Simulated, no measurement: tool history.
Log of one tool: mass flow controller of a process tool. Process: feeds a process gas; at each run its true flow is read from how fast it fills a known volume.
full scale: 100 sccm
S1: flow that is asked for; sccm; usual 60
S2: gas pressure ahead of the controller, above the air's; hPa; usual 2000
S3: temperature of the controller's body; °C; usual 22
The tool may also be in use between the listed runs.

{"run": 1, "day": 0.0, "S1": 60, "S2": 2000, "S3": 22, "true flow (%)": 97.65}
{"run": 2, "day": 3.262, "S1": 60, "S2": 2000, "S3": 22, "true flow (%)": 97.59}
{"run": 3, "day": 6.954, "S1": 60, "S2": 2000, "S3": 31, "true flow (%)": 96.89}
{"run": 4, "day": 12.379, "S1": 60, "S2": 2690, "S3": 22, "true flow (%)": 97.38}
{"run": 5, "day": 16.075, "S1": 60, "S2": 2690, "S3": 22, "true flow (%)": 97.3}
{"run": 6, "day": 20.383, "S1": 60, "S2": 2690, "S3": 22, "true flow (%)": 97.31}
{"run": 7, "day": 23.604, "S1": 60, "S2": 2690, "S3": 22, "true flow (%)": 97.22}
{"run": 8, "day": 27.112, "S1": 60, "S2": 2690, "S3": 22, "true flow (%)": 97.12}
{"run": 9, "day": 32.279, "S1": 60, "S2": 2690, "S3": 22, "true flow (%)": 97.2}
{"run": 10, "day": 35.446, "S1": 60, "S2": 2690, "S3": 22, "true flow (%)": 97.21}
{"run": 11, "day": 39.562, "S1": 60, "S2": 2000, "S3": 22, "true flow (%)": 97.4}
{"run": 12, "day": 42.996, "S1": 60, "S2": 2000, "S3": 22, "true flow (%)": 97.42}
{"run": 13, "day": 45.85, "S1": 60, "S2": 2000, "S3": 22, "true flow (%)": 97.46}
{"run": 14, "day": 51.458, "S1": 60, "S2": 2000, "S3": 22, "true flow (%)": 97.31}
{"run": 15, "day": 53.896, "S1": 60, "S2": 2000, "S3": 22, "true flow (%)": 97.22}
{"run": 16, "day": 59.383, "S1": 60, "S2": 2000, "S3": 22, "true flow (%)": 97.15}
{"run": 17, "day": 62.238, "S1": 60, "S2": 2000, "S3": 22, "true flow (%)": 97.29}
{"run": 18, "day": 65.962, "S1": 60, "S2": 2000, "S3": 25, "true flow (%)": 96.87}
{"run": 19, "day": 70.121, "S1": 60, "S2": 2000, "S3": 25, "true flow (%)": 96.9}
{"run": 20, "day": 73.888, "S1": 13, "S2": 2000, "S3": 22, "true flow (%)": 100.16}
{"run": 21, "day": 78.983, "S1": 13, "S2": 2000, "S3": 22, "true flow (%)": 100.32}
{"run": 22, "day": 83.054, "S1": 60, "S2": 2000, "S3": 22, "true flow (%)": 96.93}
{"run": 23, "day": 87.188, "S1": 37, "S2": 2060, "S3": 22, "true flow (%)": 97.56}
{"run": 24, "day": 91.271, "S1": 60, "S2": 1470, "S3": 40, "true flow (%)": 95.67}
{"run": 25, "day": 93.758, "S1": 16, "S2": 2000, "S3": 23, "true flow (%)": 99.47}
{"run": 26, "day": 97.538, "S1": 16, "S2": 2000, "S3": 23, "true flow (%)": 99.36}
{"run": 27, "day": 102.271, "S1": 60, "S2": 2000, "S3": 35, "true flow (%)": 95.86}
{"run": 28, "day": 107.717, "S1": 29, "S2": 2350, "S3": 39, "true flow (%)": 96.23}
{"run": 29, "day": 111.229, "S1": 29, "S2": 2350, "S3": 39, "true flow (%)": 96.15}
{"day": 114.329, "done": "controller exchanged for a calibrated one"}
{"run": 30, "day": 114.862, "S1": 29, "S2": 1770, "S3": 28, "true flow (%)": 99.27}
{"run": 31, "day": 118.496, "S1": 65, "S2": 2000, "S3": 22, "true flow (%)": 99.81}
{"run": 32, "day": 120.958, "S1": 82, "S2": 2590, "S3": 22, "true flow (%)": 99.86}
{"run": 33, "day": 123.954, "S1": 12, "S2": 1410, "S3": 22, "true flow (%)": 100.03}
{"run": 34, "day": 128.983, "S1": 12, "S2": 1410, "S3": 22, "true flow (%)": 100.0}
{"run": 35, "day": 133.946, "S1": 26, "S2": 1410, "S3": 22, "true flow (%)": 99.73}
{"run": 36, "day": 137.933, "S1": 26, "S2": 1410, "S3": 22, "true flow (%)": 99.73}
{"run": 37, "day": 142.712, "S1": 26, "S2": 1410, "S3": 22, "true flow (%)": 99.7}
{"run": 38, "day": 147.417, "S1": 14, "S2": 2000, "S3": 22, "true flow (%)": 99.72}
{"run": 39, "day": 152.475, "S1": 14, "S2": 2000, "S3": 22, "true flow (%)": 99.68}
{"run": 40, "day": 156.408, "S1": 47, "S2": 2000, "S3": 22, "true flow (%)": 99.69}
{"run": 41, "day": 159.067, "S1": 90, "S2": 2780, "S3": 27, "true flow (%)": 99.09}
{"run": 42, "day": 163.7, "S1": 10, "S2": 2000, "S3": 20, "true flow (%)": 100.3}
{"run": 43, "day": 168.833, "S1": 48, "S2": 1580, "S3": 25, "true flow (%)": 99.3}

Forecast each of these 5 alternatives for the next run:
{"run": "A", "day": 173.992, "S1": 60, "S2": 1710, "S3": 22, "true flow (%)": "?"}
{"run": "B", "day": 173.992, "S1": 75, "S2": 1580, "S3": 22, "true flow (%)": "?"}
{"run": "C", "day": 173.992, "S1": 19, "S2": 1790, "S3": 21, "true flow (%)": "?"}
{"run": "D", "day": 173.992, "S1": 59, "S2": 2040, "S3": 20, "true flow (%)": "?"}
{"run": "E", "day": 173.992, "S1": 39, "S2": 1610, "S3": 25, "true flow (%)": "?"}

run=A true_flow_(%)=99.52
run=B true_flow_(%)=99.70
run=C true_flow_(%)=99.80
run=D true_flow_(%)=99.56
run=E true_flow_(%)=99.34
Without the tool's hidden state the same runs would have given:
run=A true_flow_(%)=99.99
run=B true_flow_(%)=100.22
run=C true_flow_(%)=99.79
run=D true_flow_(%)=100.03
run=E true_flow_(%)=99.69

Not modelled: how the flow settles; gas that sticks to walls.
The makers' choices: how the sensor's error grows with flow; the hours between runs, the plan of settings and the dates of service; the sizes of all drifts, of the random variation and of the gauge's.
